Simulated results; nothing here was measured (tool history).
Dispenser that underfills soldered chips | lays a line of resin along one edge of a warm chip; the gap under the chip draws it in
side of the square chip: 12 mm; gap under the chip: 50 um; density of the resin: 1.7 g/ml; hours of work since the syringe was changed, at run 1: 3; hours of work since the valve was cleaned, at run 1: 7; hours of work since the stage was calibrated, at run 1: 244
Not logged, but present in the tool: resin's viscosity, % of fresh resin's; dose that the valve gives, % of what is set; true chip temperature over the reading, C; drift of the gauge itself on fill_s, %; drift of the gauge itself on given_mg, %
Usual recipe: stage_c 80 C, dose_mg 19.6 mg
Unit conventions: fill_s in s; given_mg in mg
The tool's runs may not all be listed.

run,hour,stage_c,dose_mg,hours of work since the syringe was changed,hours of work since the valve was cleaned,hours of work since the stage was calibrated,fill_s,given_mg
1,0,80,19.6,3,7,244,238.5,19.47
# hour 7.3: new syringe of resin
2,7.3,80,17,0,12,249,221,16.81
3,16.2,80,19.6,6,18,255,294.2,19.32
# hour 18.4: new syringe of resin
# hour 30.6: new syringe of resin
4,30.8,80,19.6,0,28,265,211.4,19.11
# hour 41.9: new syringe of resin
5,45.8,80,19.6,3,38,275,246.8,19.15
# hour 53.6: new syringe of resin
6,59.3,80,19.6,4,47,284,257.9,19.06
# hour 65.3: new syringe of resin
7,74.4,80,19.6,6,57,294,284,18.76
# hour 76.5: new syringe of resin
8,82.2,80,19.6,4,63,300,269.9,18.87
# hour 87.7: new syringe of resin
9,91.3,80,18.3,2,69,306,244.1,17.34
10,98.2,80,18.3,7,74,310,312.3,17.41
# hour 99.9: new syringe of resin
11,109.4,80,18.3,7,81,318,302.4,17.26
# hour 112.3: new syringe of resin
# hour 123.5: new syringe of resin
12,126.3,66,19.6,2,92,329,395.4,18.19
# hour 134.8: new syringe of resin
# hour 137.8: dispensing valve cleaned and set on the balance
13,139.4,66,19.6,3,1,338,413.5,19.82
# hour 147.4: new syringe of resin
14,147.6,80,21.3,0,7,343,216.2,21.38
15,155.8,80,21.3,6,12,349,289.7,21.15
# hour 159.4: new syringe of resin
16,167.3,80,21.3,5,20,357,280.9,20.84
# hour 171.3: new syringe of resin
17,181.3,80,21.3,7,30,366,311,20.8
# hour 183.1: new syringe of resin
18,193.5,89,23.3,7,38,374,229,22.67
# hour 195.2: new syringe of resin
19,205.4,89,23.3,7,46,382,227,22.51
# hour 206.9: new syringe of resin
# hour 218.7: new syringe of resin
20,222.6,73,18,3,58,394,321.7,17.38
# hour 230: new syringe of resin
21,239.3,80,16.9,6,69,405,315.4,15.86
# hour 241.9: new syringe of resin
22,251,80,16.9,6,77,413,306.7,15.98
# hour 253.2: new syringe of resin
# hour 264.6: new syringe of resin
23,267.3,66,19.9,2,88,424,405.1,18.61
# hour 276.9: new syringe of resin
24,277.5,83,23.6,0,95,431,198.7,21.91
# hour 285.4: dispensing valve cleaned and set on the balance
# hour 289.7: new syringe of resin
25,293.9,83,24.9,3,6,442,227.8,24.73
# hour 301.7: new syringe of resin
26,307.4,77,24.9,4,15,451,297.6,24.69
# hour 314.2: new syringe of resin
27,315,72,23.8,1,20,456,300.3,23.39
28,321.9,72,23.8,5,25,461,377,23.44
# hour 325.8: new syringe of resin
# hour 337.6: new syringe of resin
29,339.2,72,23.8,1,36,472,305.2,23.32
# hour 349.2: new syringe of resin
30,356.4,87,22.8,5,48,484,220.6,22.13
# hour 360.6: new syringe of resin
31,368.4,87,22.8,5,56,492,230,21.95
# hour 372.3: new syringe of resin
32,377.7,87,22.8,4,63,499,205.3,21.74
# hour 384.6: new syringe of resin
33,385.4,84,23.3,1,68,504,197.7,22.14
# hour 396.4: new syringe of resin
34,397,83,20.8,0,76,512,202.2,19.77

Here are 4 independent what-if runs from the current tool condition. What would each one return?
# hour 408.4: new syringe of resin
A,408.4,80,24,0,83,519,?,?
# hour 408.4: new syringe of resin
B,408.4,91,23.1,0,83,519,?,?
# hour 408.4: new syringe of resin
C,408.4,84,20.8,0,83,519,?,?
# hour 408.4: new syringe of resin
D,408.4,74,17,0,83,519,?,?

run,fill_s,given_mg
A,224.6,22.53
B,156.6,21.91
C,202.4,19.57
D,289.6,16.17
Had the tool no hidden state, the same runs would have come out as:
run,fill_s,given_mg
A,195.2,23.94
B,137,23.27
C,175.7,20.79
D,247.2,17.18

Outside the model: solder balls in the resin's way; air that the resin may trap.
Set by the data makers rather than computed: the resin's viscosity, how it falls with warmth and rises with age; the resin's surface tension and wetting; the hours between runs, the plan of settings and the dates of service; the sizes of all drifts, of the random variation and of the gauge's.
